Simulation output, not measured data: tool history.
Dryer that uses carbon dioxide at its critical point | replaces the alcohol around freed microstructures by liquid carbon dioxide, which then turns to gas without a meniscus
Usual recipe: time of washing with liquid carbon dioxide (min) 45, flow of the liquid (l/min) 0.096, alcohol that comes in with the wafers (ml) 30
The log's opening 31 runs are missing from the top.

run,hour,time of washing with liquid carbon dioxide (min),flow of the liquid (l/min),alcohol that comes in with the wafers (ml),hours of work since the filter was changed,hours of work since the purifier's bed was changed,alcohol left in the vessel before it's heated (ppm by volume)
32,299.7,55,0.096,30,221,365,67
33,312.3,45,0.086,59,231,375,421
34,322.8,67,0.0612,66,239,383,322
35,329.8,67,0.0612,66,244,388,330
36,340.5,42,0.096,49,252,396,316
37,348.1,35,0.0996,49,258,402,612
38,360.5,61,0.096,31,268,412,54
39,371.4,49,0.0781,83,276,420,661
40,377,49,0.096,100,281,424,252
41,385.3,58,0.062,79,287,431,845
42,393.7,58,0.0988,79,293,437,91
43,405.9,32,0.0844,69,303,447,2790

Below are 4 alternative next runs, each starting from the tool's condition after run 43. Predict each:
A,412,45,0.096,42,308,451,?
B,412,55,0.1059,77,308,451,?
C,412,56,0.1608,114,308,451,?
D,412,43,0.101,30,308,451,?

run,alcohol left in the vessel before it's heated (ppm by volume)
A,218
B,88
C,55
D,170
Without the tool's unlogged condition, the same runs would have read:
run,alcohol left in the vessel before it's heated (ppm by volume)
A,95
B,19
C,7
D,70
